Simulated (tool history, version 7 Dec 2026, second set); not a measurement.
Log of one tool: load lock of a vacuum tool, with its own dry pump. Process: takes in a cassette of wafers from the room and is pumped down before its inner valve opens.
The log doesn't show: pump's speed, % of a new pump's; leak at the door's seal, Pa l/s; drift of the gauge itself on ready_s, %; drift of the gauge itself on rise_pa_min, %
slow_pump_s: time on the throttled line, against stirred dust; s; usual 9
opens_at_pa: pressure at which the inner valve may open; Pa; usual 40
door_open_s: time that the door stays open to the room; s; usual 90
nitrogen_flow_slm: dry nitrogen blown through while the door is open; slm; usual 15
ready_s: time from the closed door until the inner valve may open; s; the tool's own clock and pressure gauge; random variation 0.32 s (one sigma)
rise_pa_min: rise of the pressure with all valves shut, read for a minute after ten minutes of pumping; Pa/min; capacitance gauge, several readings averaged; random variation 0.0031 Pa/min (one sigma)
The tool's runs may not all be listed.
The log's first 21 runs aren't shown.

run,hour,slow_pump_s,opens_at_pa,door_open_s,nitrogen_flow_slm,hours that the pump has run since its overhaul,times that the door has closed on its seal,"incoming humidity of the room's air, %",ready_s,rise_pa_min
22,5550.5,5,40,28,25,1169,2083,41.8,15.4,0.047
23,5711.7,5,40,28,25,1330,2860,45.9,15.3,0.059
24,5916.9,13,62,58,25,1535,3848,48.3,20.4,0.073
25,6109.1,15,40,56,12,1727,4774,46.2,22.8,0.091
26,6409.5,9,59,90,15,2028,6221,48.8,17.8,0.117
27,6664.7,9,39,90,15,2283,7450,45.9,18.7,0.114
28,6866.1,11,40,32,15,2484,8420,48.0,20.1,0.090
29,7248.6,9,40,190,15,2867,10263,44.9,17.6,0.160
30,7589.5,9,68,222,15,3208,11905,45.9,17.7,0.181

5 ways to go on from here, each from the tool as it stands after run 30. What would each give?
A,7859.8,16,68,64,15,3478,13207,43.7,?,?
B,7859.8,9,40,78,15,3478,13207,43.8,?,?
C,7859.8,9,50,27,13,3478,13207,42.6,?,?
D,7859.8,4,68,32,37,3478,13207,47.5,?,?
E,7859.8,6,36,222,15,3478,13207,43.5,?,?

run,ready_s,rise_pa_min
A,23.1,0.129
B,18.8,0.135
C,18.7,0.109
D,13.9,0.097
E,16.3,0.186
Without the tool's hidden state the same runs would have given:
run,ready_s,rise_pa_min
A,22.8,0.076
B,18.4,0.082
C,18.4,0.055
D,13.5,0.045
E,15.9,0.132
